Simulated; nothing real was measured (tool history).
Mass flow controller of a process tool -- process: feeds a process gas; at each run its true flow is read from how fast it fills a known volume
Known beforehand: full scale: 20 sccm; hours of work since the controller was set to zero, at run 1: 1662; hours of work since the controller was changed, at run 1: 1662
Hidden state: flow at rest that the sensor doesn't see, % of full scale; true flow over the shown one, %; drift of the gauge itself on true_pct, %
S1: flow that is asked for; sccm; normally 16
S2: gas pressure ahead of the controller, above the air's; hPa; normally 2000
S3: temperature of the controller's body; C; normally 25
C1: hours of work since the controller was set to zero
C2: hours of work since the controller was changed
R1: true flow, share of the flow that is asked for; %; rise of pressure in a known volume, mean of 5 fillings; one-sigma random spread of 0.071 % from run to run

{"run": 1, "hour": 0.0, "S1": 16, "S2": 2000, "S3": 25, "C1": 1662, "C2": 1662, "R1": 99.74}
{"run": 2, "hour": 77.2, "S1": 16, "S2": 2000, "S3": 25, "C1": 1718, "C2": 1718, "R1": 99.79}
{"run": 3, "hour": 116.1, "S1": 16, "S2": 2000, "S3": 25, "C1": 1746, "C2": 1746, "R1": 99.84}
{"run": 4, "hour": 178.2, "S1": 16, "S2": 2000, "S3": 25, "C1": 1791, "C2": 1791, "R1": 99.86}
{"run": 5, "hour": 217.8, "S1": 16, "S2": 2000, "S3": 25, "C1": 1819, "C2": 1819, "R1": 99.78}
{"run": 6, "hour": 279.7, "S1": 16, "S2": 2000, "S3": 25, "C1": 1864, "C2": 1864, "R1": 99.72}
{"run": 7, "hour": 328.4, "S1": 16, "S2": 2030, "S3": 25, "C1": 1899, "C2": 1899, "R1": 99.66}
{"run": 8, "hour": 385.0, "S1": 18, "S2": 2030, "S3": 25, "C1": 1939, "C2": 1939, "R1": 99.87}
{"run": 9, "hour": 435.4, "S1": 18, "S2": 2030, "S3": 25, "C1": 1976, "C2": 1976, "R1": 99.79}
{"run": 10, "hour": 506.8, "S1": 16, "S2": 2000, "S3": 29, "C1": 2027, "C2": 2027, "R1": 99.94}
{"run": 11, "hour": 548.8, "S1": 16, "S2": 2000, "S3": 29, "C1": 2057, "C2": 2057, "R1": 100.2}
{"run": 12, "hour": 605.2, "S1": 16, "S2": 2000, "S3": 32, "C1": 2098, "C2": 2098, "R1": 100.34}
{"run": 13, "hour": 675.5, "S1": 16, "S2": 2000, "S3": 32, "C1": 2148, "C2": 2148, "R1": 100.39}
{"run": 14, "hour": 746.3, "S1": 16, "S2": 2000, "S3": 25, "C1": 2199, "C2": 2199, "R1": 99.48}
{"run": 15, "hour": 805.8, "S1": 16, "S2": 2000, "S3": 25, "C1": 2242, "C2": 2242, "R1": 99.69}
{"run": 16, "hour": 862.9, "S1": 16, "S2": 2000, "S3": 25, "C1": 2283, "C2": 2283, "R1": 99.52}
{"run": 17, "hour": 918.4, "S1": 14, "S2": 2000, "S3": 25, "C1": 2323, "C2": 2323, "R1": 99.37}
{"run": 18, "hour": 963.4, "S1": 14, "S2": 2000, "S3": 25, "C1": 2355, "C2": 2355, "R1": 99.36}
{"run": 19, "hour": 1029.9, "S1": 14, "S2": 2000, "S3": 25, "C1": 2403, "C2": 2403, "R1": 99.46}
{"run": 20, "hour": 1098.1, "S1": 16, "S2": 2760, "S3": 25, "C1": 2452, "C2": 2452, "R1": 99.65}
{"run": 21, "hour": 1133.3, "S1": 16, "S2": 2000, "S3": 21, "C1": 2477, "C2": 2477, "R1": 99.04}
{"run": 22, "hour": 1175.8, "S1": 16, "S2": 2000, "S3": 21, "C1": 2508, "C2": 2508, "R1": 98.92}
{"run": 23, "hour": 1227.0, "S1": 16, "S2": 2000, "S3": 21, "C1": 2545, "C2": 2545, "R1": 99.04}
{"run": 24, "hour": 1272.5, "S1": 16, "S2": 2000, "S3": 25, "C1": 2578, "C2": 2578, "R1": 99.29}
{"run": 25, "hour": 1325.0, "S1": 16, "S2": 2000, "S3": 25, "C1": 2615, "C2": 2615, "R1": 99.4}
{"run": 26, "hour": 1382.5, "S1": 14, "S2": 2650, "S3": 26, "C1": 2657, "C2": 2657, "R1": 99.69}
{"run": 27, "hour": 1448.6, "S1": 4, "S2": 2730, "S3": 35, "C1": 2704, "C2": 2704, "R1": 100.26}
{"run": 28, "hour": 1480.8, "S1": 9, "S2": 2730, "S3": 30, "C1": 2727, "C2": 2727, "R1": 99.84}
{"run": 29, "hour": 1542.7, "S1": 9, "S2": 2730, "S3": 30, "C1": 2772, "C2": 2772, "R1": 100.03}
{"run": 30, "hour": 1607.6, "S1": 10, "S2": 2420, "S3": 25, "C1": 2819, "C2": 2819, "R1": 99.24}
{"run": 31, "hour": 1667.0, "S1": 10, "S2": 2420, "S3": 25, "C1": 2861, "C2": 2861, "R1": 99.28}
{"run": 32, "hour": 1733.5, "S1": 5, "S2": 1580, "S3": 30, "C1": 2909, "C2": 2909, "R1": 99.18}
{"run": 33, "hour": 1779.0, "S1": 16, "S2": 1530, "S3": 23, "C1": 2942, "C2": 2942, "R1": 98.82}
{"run": 34, "hour": 1811.2, "S1": 11, "S2": 2620, "S3": 34, "C1": 2965, "C2": 2965, "R1": 100.22}
{"run": 35, "hour": 1877.0, "S1": 11, "S2": 2200, "S3": 28, "C1": 3012, "C2": 3012, "R1": 99.21}
{"run": 36, "hour": 1911.4, "S1": 4, "S2": 2200, "S3": 30, "C1": 3037, "C2": 3037, "R1": 99.4}
{"hour": 1974.0, "done": "gauge calibrated"}
{"run": 37, "hour": 1978.5, "S1": 7, "S2": 2200, "S3": 29, "C1": 3085, "C2": 3085, "R1": 100.18}
{"run": 38, "hour": 2041.9, "S1": 3, "S2": 1920, "S3": 24, "C1": 3131, "C2": 3131, "R1": 99.47}
{"run": 39, "hour": 2078.1, "S1": 13, "S2": 2560, "S3": 24, "C1": 3157, "C2": 3157, "R1": 99.99}
{"run": 40, "hour": 2140.6, "S1": 5, "S2": 1990, "S3": 21, "C1": 3202, "C2": 3202, "R1": 99.16}
{"run": 41, "hour": 2206.9, "S1": 5, "S2": 1990, "S3": 21, "C1": 3250, "C2": 3250, "R1": 99.22}
{"run": 42, "hour": 2276.9, "S1": 3, "S2": 1990, "S3": 31, "C1": 3300, "C2": 3300, "R1": 100.1}
{"run": 43, "hour": 2338.1, "S1": 3, "S2": 1990, "S3": 31, "C1": 3344, "C2": 3344, "R1": 100.08}
{"run": 44, "hour": 2396.7, "S1": 11, "S2": 2500, "S3": 24, "C1": 3386, "C2": 3386, "R1": 99.74}
{"run": 45, "hour": 2460.0, "S1": 16, "S2": 2250, "S3": 27, "C1": 3432, "C2": 3432, "R1": 99.93}
{"run": 46, "hour": 2494.0, "S1": 16, "S2": 2250, "S3": 27, "C1": 3456, "C2": 3456, "R1": 99.98}
{"run": 47, "hour": 2532.7, "S1": 16, "S2": 2770, "S3": 21, "C1": 3484, "C2": 3484, "R1": 99.53}
{"run": 48, "hour": 2581.1, "S1": 16, "S2": 1510, "S3": 31, "C1": 3519, "C2": 3519, "R1": 100.02}

Consider 4 possible next runs. They are alternatives, not a sequence: every one starts from the tool as it was left by run 48. What does each give?
{"run": "A", "hour": 2644.6, "S1": 5, "S2": 2210, "S3": 26, "C1": 3564, "C2": 3564, "R1": "?"}
{"run": "B", "hour": 2644.6, "S1": 2, "S2": 2670, "S3": 22, "C1": 3564, "C2": 3564, "R1": "?"}
{"run": "C", "hour": 2644.6, "S1": 3, "S2": 1500, "S3": 20, "C1": 3564, "C2": 3564, "R1": "?"}
{"run": "D", "hour": 2644.6, "S1": 19, "S2": 2750, "S3": 34, "C1": 3564, "C2": 3564, "R1": "?"}

run=A R1=99.45
run=B R1=99.37
run=C R1=98.62
run=D R1=100.89
Stripped of hidden state, with their random variation kept, the same runs would have yielded:
run=A R1=99.75
run=B R1=99.65
run=C R1=98.91
run=D R1=101.21

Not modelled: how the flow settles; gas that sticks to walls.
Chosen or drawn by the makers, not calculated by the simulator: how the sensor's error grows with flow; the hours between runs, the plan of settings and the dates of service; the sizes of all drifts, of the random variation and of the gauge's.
